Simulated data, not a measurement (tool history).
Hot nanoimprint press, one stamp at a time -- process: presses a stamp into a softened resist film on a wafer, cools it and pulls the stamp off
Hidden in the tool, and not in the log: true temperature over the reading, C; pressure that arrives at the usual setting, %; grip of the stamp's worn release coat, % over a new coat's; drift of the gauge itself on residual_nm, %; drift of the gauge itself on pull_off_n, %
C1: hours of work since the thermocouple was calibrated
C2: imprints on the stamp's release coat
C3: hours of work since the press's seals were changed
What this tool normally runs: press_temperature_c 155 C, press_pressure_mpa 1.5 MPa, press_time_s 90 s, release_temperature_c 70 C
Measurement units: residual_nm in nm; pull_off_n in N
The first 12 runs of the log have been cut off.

{"run": 13, "hour": 141.3, "press_temperature_c": 155, "press_pressure_mpa": 1.5, "press_time_s": 45, "release_temperature_c": 70, "C1": 10, "C2": 1309, "C3": 235, "residual_nm": 223.5, "pull_off_n": 188}
{"run": 14, "hour": 153.3, "press_temperature_c": 155, "press_pressure_mpa": 1.5, "press_time_s": 163, "release_temperature_c": 70, "C1": 15, "C2": 1345, "C3": 239, "residual_nm": 149.7, "pull_off_n": 187}
{"run": 15, "hour": 166.1, "press_temperature_c": 155, "press_pressure_mpa": 1.5, "press_time_s": 163, "release_temperature_c": 70, "C1": 20, "C2": 1384, "C3": 245, "residual_nm": 150.3, "pull_off_n": 190}
{"run": 16, "hour": 179.5, "press_temperature_c": 155, "press_pressure_mpa": 1.49, "press_time_s": 90, "release_temperature_c": 67, "C1": 25, "C2": 1424, "C3": 250, "residual_nm": 181.7, "pull_off_n": 208}
{"run": 17, "hour": 188.6, "press_temperature_c": 144, "press_pressure_mpa": 1.5, "press_time_s": 162, "release_temperature_c": 70, "C1": 29, "C2": 1451, "C3": 254, "residual_nm": 235.6, "pull_off_n": 193}
{"hour": 206.1, "done": "stamp cleaned and given a new release coat"}
{"run": 18, "hour": 210.4, "press_temperature_c": 155, "press_pressure_mpa": 1.08, "press_time_s": 166, "release_temperature_c": 62, "C1": 35, "C2": 13, "C3": 260, "residual_nm": 176.6, "pull_off_n": 213}
{"run": 19, "hour": 217.2, "press_temperature_c": 155, "press_pressure_mpa": 1.08, "press_time_s": 166, "release_temperature_c": 62, "C1": 38, "C2": 33, "C3": 263, "residual_nm": 177.3, "pull_off_n": 217}
{"run": 20, "hour": 232.6, "press_temperature_c": 144, "press_pressure_mpa": 1.3, "press_time_s": 166, "release_temperature_c": 62, "C1": 44, "C2": 80, "C3": 269, "residual_nm": 246.7, "pull_off_n": 209}
{"run": 21, "hour": 247.2, "press_temperature_c": 155, "press_pressure_mpa": 1.73, "press_time_s": 50, "release_temperature_c": 71, "C1": 50, "C2": 123, "C3": 275, "residual_nm": 201.2, "pull_off_n": 184}
{"run": 22, "hour": 256.2, "press_temperature_c": 152, "press_pressure_mpa": 1.73, "press_time_s": 50, "release_temperature_c": 71, "C1": 54, "C2": 150, "C3": 278, "residual_nm": 224.5, "pull_off_n": 177}
{"run": 23, "hour": 269.3, "press_temperature_c": 152, "press_pressure_mpa": 1.05, "press_time_s": 54, "release_temperature_c": 71, "C1": 59, "C2": 190, "C3": 284, "residual_nm": 263.3, "pull_off_n": 185}
{"run": 24, "hour": 282.7, "press_temperature_c": 152, "press_pressure_mpa": 1.05, "press_time_s": 54, "release_temperature_c": 71, "C1": 64, "C2": 230, "C3": 289, "residual_nm": 263.9, "pull_off_n": 178}
{"run": 25, "hour": 293.5, "press_temperature_c": 152, "press_pressure_mpa": 1.05, "press_time_s": 54, "release_temperature_c": 71, "C1": 69, "C2": 263, "C3": 294, "residual_nm": 263.3, "pull_off_n": 190}
{"run": 26, "hour": 300.7, "press_temperature_c": 152, "press_pressure_mpa": 1.05, "press_time_s": 54, "release_temperature_c": 71, "C1": 72, "C2": 284, "C3": 296, "residual_nm": 264.3, "pull_off_n": 188}
{"run": 27, "hour": 316.0, "press_temperature_c": 155, "press_pressure_mpa": 1.5, "press_time_s": 68, "release_temperature_c": 71, "C1": 78, "C2": 330, "C3": 303, "residual_nm": 196.1, "pull_off_n": 188}
{"hour": 317.5, "done": "gauge calibrated"}
{"run": 28, "hour": 322.8, "press_temperature_c": 151, "press_pressure_mpa": 1.5, "press_time_s": 68, "release_temperature_c": 71, "C1": 80, "C2": 350, "C3": 305, "residual_nm": 230.2, "pull_off_n": 184}
{"run": 29, "hour": 332.8, "press_temperature_c": 155, "press_pressure_mpa": 1.5, "press_time_s": 100, "release_temperature_c": 70, "C1": 84, "C2": 380, "C3": 309, "residual_nm": 176.8, "pull_off_n": 187}
{"run": 30, "hour": 340.5, "press_temperature_c": 155, "press_pressure_mpa": 1.5, "press_time_s": 62, "release_temperature_c": 64, "C1": 88, "C2": 404, "C3": 312, "residual_nm": 205.1, "pull_off_n": 209}

Predict each of these 3 candidate next runs independently; none follows another, all start after run 30:
{"run": "A", "hour": 354.3, "press_temperature_c": 155, "press_pressure_mpa": 1.14, "press_time_s": 90, "release_temperature_c": 70, "C1": 93, "C2": 445, "C3": 318, "residual_nm": "?", "pull_off_n": "?"}
{"run": "B", "hour": 354.3, "press_temperature_c": 147, "press_pressure_mpa": 1.5, "press_time_s": 62, "release_temperature_c": 64, "C1": 93, "C2": 445, "C3": 318, "residual_nm": "?", "pull_off_n": "?"}
{"run": "C", "hour": 354.3, "press_temperature_c": 155, "press_pressure_mpa": 1.37, "press_time_s": 62, "release_temperature_c": 67, "C1": 93, "C2": 445, "C3": 318, "residual_nm": "?", "pull_off_n": "?"}

run=A residual_nm=208.9 pull_off_n=188
run=B residual_nm=266.3 pull_off_n=212
run=C residual_nm=213.8 pull_off_n=193
Stripped of hidden state, with their random variation kept, the same runs would have yielded:
run=A residual_nm=209.3 pull_off_n=188
run=B residual_nm=266.8 pull_off_n=211
run=C residual_nm=214.2 pull_off_n=192
